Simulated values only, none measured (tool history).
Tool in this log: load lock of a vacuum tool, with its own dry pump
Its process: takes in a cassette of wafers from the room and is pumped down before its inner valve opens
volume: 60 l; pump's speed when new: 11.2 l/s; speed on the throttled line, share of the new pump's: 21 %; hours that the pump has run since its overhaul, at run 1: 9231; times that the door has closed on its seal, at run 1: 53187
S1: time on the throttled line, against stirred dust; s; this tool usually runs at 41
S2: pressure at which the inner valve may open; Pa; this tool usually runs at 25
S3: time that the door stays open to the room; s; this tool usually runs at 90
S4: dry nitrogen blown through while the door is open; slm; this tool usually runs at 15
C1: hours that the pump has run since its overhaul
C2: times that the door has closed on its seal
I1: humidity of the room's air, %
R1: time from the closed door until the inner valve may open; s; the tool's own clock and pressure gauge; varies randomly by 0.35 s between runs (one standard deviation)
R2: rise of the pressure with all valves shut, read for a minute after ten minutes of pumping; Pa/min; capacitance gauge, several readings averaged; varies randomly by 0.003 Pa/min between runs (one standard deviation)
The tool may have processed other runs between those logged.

{"run": 1, "hour": 0.0, "S1": 41, "S2": 25, "S3": 90, "S4": 15, "C1": 9231, "C2": 53187, "I1": 44.9, "R1": 82.4, "R2": 0.385}
{"run": 2, "hour": 215.2, "S1": 41, "S2": 25, "S3": 90, "S4": 15, "C1": 9446, "C2": 53999, "I1": 42, "R1": 83.6, "R2": 0.389}
{"run": 3, "hour": 411.6, "S1": 41, "S2": 25, "S3": 90, "S4": 15, "C1": 9642, "C2": 54741, "I1": 46.5, "R1": 82.7, "R2": 0.403}
{"run": 4, "hour": 573.0, "S1": 41, "S2": 25, "S3": 90, "S4": 15, "C1": 9804, "C2": 55350, "I1": 44.7, "R1": 83.5, "R2": 0.411}
{"run": 5, "hour": 740.6, "S1": 21, "S2": 25, "S3": 90, "S4": 15, "C1": 9971, "C2": 55982, "I1": 42, "R1": 68.1, "R2": 0.408}
{"run": 6, "hour": 855.5, "S1": 41, "S2": 25, "S3": 90, "S4": 32, "C1": 10086, "C2": 56416, "I1": 43.6, "R1": 83.8, "R2": 0.394}
{"run": 7, "hour": 1083.0, "S1": 41, "S2": 25, "S3": 90, "S4": 15, "C1": 10314, "C2": 57274, "I1": 46.8, "R1": 83.2, "R2": 0.442}
{"run": 8, "hour": 1364.8, "S1": 41, "S2": 25, "S3": 90, "S4": 15, "C1": 10595, "C2": 58338, "I1": 45.5, "R1": 83.6, "R2": 0.444}
{"run": 9, "hour": 1616.8, "S1": 41, "S2": 25, "S3": 90, "S4": 15, "C1": 10847, "C2": 59289, "I1": 45.7, "R1": 83.4, "R2": 0.445}
{"run": 10, "hour": 1763.5, "S1": 41, "S2": 25, "S3": 86, "S4": 15, "C1": 10994, "C2": 59843, "I1": 43.4, "R1": 83.8, "R2": 0.453}
{"run": 11, "hour": 1945.8, "S1": 41, "S2": 25, "S3": 86, "S4": 15, "C1": 11176, "C2": 60530, "I1": 42.3, "R1": 84.6, "R2": 0.457}
{"run": 12, "hour": 2174.2, "S1": 41, "S2": 25, "S3": 86, "S4": 15, "C1": 11405, "C2": 61393, "I1": 48, "R1": 84.4, "R2": 0.468}
{"run": 13, "hour": 2314.5, "S1": 41, "S2": 22, "S3": 86, "S4": 15, "C1": 11545, "C2": 61922, "I1": 45.8, "R1": 84.9, "R2": 0.473}
{"run": 14, "hour": 2570.0, "S1": 41, "S2": 22, "S3": 86, "S4": 15, "C1": 11801, "C2": 62886, "I1": 43.1, "R1": 85.5, "R2": 0.484}
{"run": 15, "hour": 2821.0, "S1": 41, "S2": 22, "S3": 86, "S4": 15, "C1": 12052, "C2": 63834, "I1": 42.1, "R1": 85.7, "R2": 0.492}
{"hour": 2954.3, "done": "dry pump taken out, an overhauled one fitted"}
{"run": 16, "hour": 3078.8, "S1": 41, "S2": 22, "S3": 86, "S4": 15, "C1": 125, "C2": 64784, "I1": 43.6, "R1": 77.8, "R2": 0.506}
{"run": 17, "hour": 3358.3, "S1": 41, "S2": 22, "S3": 86, "S4": 15, "C1": 404, "C2": 65839, "I1": 42.7, "R1": 78.5, "R2": 0.517}
{"run": 18, "hour": 3600.5, "S1": 41, "S2": 25, "S3": 90, "S4": 15, "C1": 646, "C2": 66753, "I1": 44.9, "R1": 77.2, "R2": 0.535}
{"run": 19, "hour": 3809.4, "S1": 41, "S2": 25, "S3": 90, "S4": 15, "C1": 855, "C2": 67541, "I1": 45, "R1": 77.5, "R2": 0.542}
{"run": 20, "hour": 4041.4, "S1": 41, "S2": 25, "S3": 90, "S4": 15, "C1": 1087, "C2": 68417, "I1": 43.8, "R1": 77.5, "R2": 0.544}
{"run": 21, "hour": 4272.5, "S1": 41, "S2": 20, "S3": 78, "S4": 43, "C1": 1318, "C2": 69289, "I1": 48.7, "R1": 79, "R2": 0.552}
{"run": 22, "hour": 4545.7, "S1": 41, "S2": 20, "S3": 78, "S4": 43, "C1": 1591, "C2": 70320, "I1": 45, "R1": 79.4, "R2": 0.552}
{"run": 23, "hour": 4803.6, "S1": 41, "S2": 32, "S3": 63, "S4": 21, "C1": 1849, "C2": 71293, "I1": 45.7, "R1": 76.8, "R2": 0.576}
{"run": 24, "hour": 5014.4, "S1": 33, "S2": 25, "S3": 90, "S4": 16, "C1": 2060, "C2": 72089, "I1": 42.2, "R1": 71.9, "R2": 0.601}
{"run": 25, "hour": 5288.7, "S1": 33, "S2": 25, "S3": 36, "S4": 18, "C1": 2334, "C2": 73124, "I1": 47.5, "R1": 71.7, "R2": 0.578}
{"run": 26, "hour": 5408.4, "S1": 41, "S2": 40, "S3": 90, "S4": 15, "C1": 2454, "C2": 73576, "I1": 44.9, "R1": 75.9, "R2": 0.606}
{"run": 27, "hour": 5555.2, "S1": 78, "S2": 25, "S3": 90, "S4": 15, "C1": 2601, "C2": 74129, "I1": 45.4, "R1": 107.4, "R2": 0.612}
{"run": 28, "hour": 5737.5, "S1": 35, "S2": 18, "S3": 61, "S4": 14, "C1": 2783, "C2": 74818, "I1": 46.2, "R1": 75.7, "R2": 0.614}
{"run": 29, "hour": 5864.7, "S1": 41, "S2": 25, "S3": 133, "S4": 20, "C1": 2910, "C2": 75298, "I1": 44, "R1": 79.5, "R2": 0.629}
{"run": 30, "hour": 6057.7, "S1": 41, "S2": 39, "S3": 63, "S4": 29, "C1": 3103, "C2": 76026, "I1": 47, "R1": 76.6, "R2": 0.618}
{"hour": 6103.8, "done": "door's seal changed, seat wiped"}
{"run": 31, "hour": 6291.1, "S1": 36, "S2": 25, "S3": 90, "S4": 15, "C1": 3335, "C2": 707, "I1": 49.1, "R1": 75.5, "R2": 0.071}
{"run": 32, "hour": 6546.0, "S1": 33, "S2": 34, "S3": 90, "S4": 15, "C1": 3590, "C2": 1669, "I1": 45.3, "R1": 72.1, "R2": 0.065}
{"run": 33, "hour": 6809.0, "S1": 66, "S2": 36, "S3": 25, "S4": 12, "C1": 3853, "C2": 2662, "I1": 47.3, "R1": 97.2, "R2": 0.038}
{"run": 34, "hour": 7094.0, "S1": 21, "S2": 33, "S3": 91, "S4": 19, "C1": 4138, "C2": 3737, "I1": 41.7, "R1": 62.3, "R2": 0.064}
{"run": 35, "hour": 7332.8, "S1": 21, "S2": 33, "S3": 172, "S4": 12, "C1": 4377, "C2": 4638, "I1": 45.6, "R1": 62.8, "R2": 0.1}
{"run": 36, "hour": 7589.4, "S1": 63, "S2": 24, "S3": 172, "S4": 12, "C1": 4634, "C2": 5607, "I1": 42.8, "R1": 97.3, "R2": 0.097}
{"run": 37, "hour": 7757.9, "S1": 40, "S2": 20, "S3": 90, "S4": 15, "C1": 4802, "C2": 6243, "I1": 44.2, "R1": 80.9, "R2": 0.073}

Consider 3 possible next runs. They are alternatives, not a sequence: every one starts from the tool as it was left by run 37. What does each give?
{"run": "A", "hour": 8034.3, "S1": 40, "S2": 24, "S3": 184, "S4": 15, "C1": 5078, "C2": 7286, "I1": 41.8, "R1": "?", "R2": "?"}
{"run": "B", "hour": 8034.3, "S1": 40, "S2": 25, "S3": 90, "S4": 15, "C1": 5078, "C2": 7286, "I1": 48.9, "R1": "?", "R2": "?"}
{"run": "C", "hour": 8034.3, "S1": 41, "S2": 25, "S3": 44, "S4": 38, "C1": 5078, "C2": 7286, "I1": 40.6, "R1": "?", "R2": "?"}

run=A R1=79.5 R2=0.093
run=B R1=79.6 R2=0.087
run=C R1=80 R2=0.048
What these runs would have given with no unlogged condition in the tool:
run=A R1=76.2 R2=0.073
run=B R1=76.3 R2=0.067
run=C R1=76.8 R2=0.028
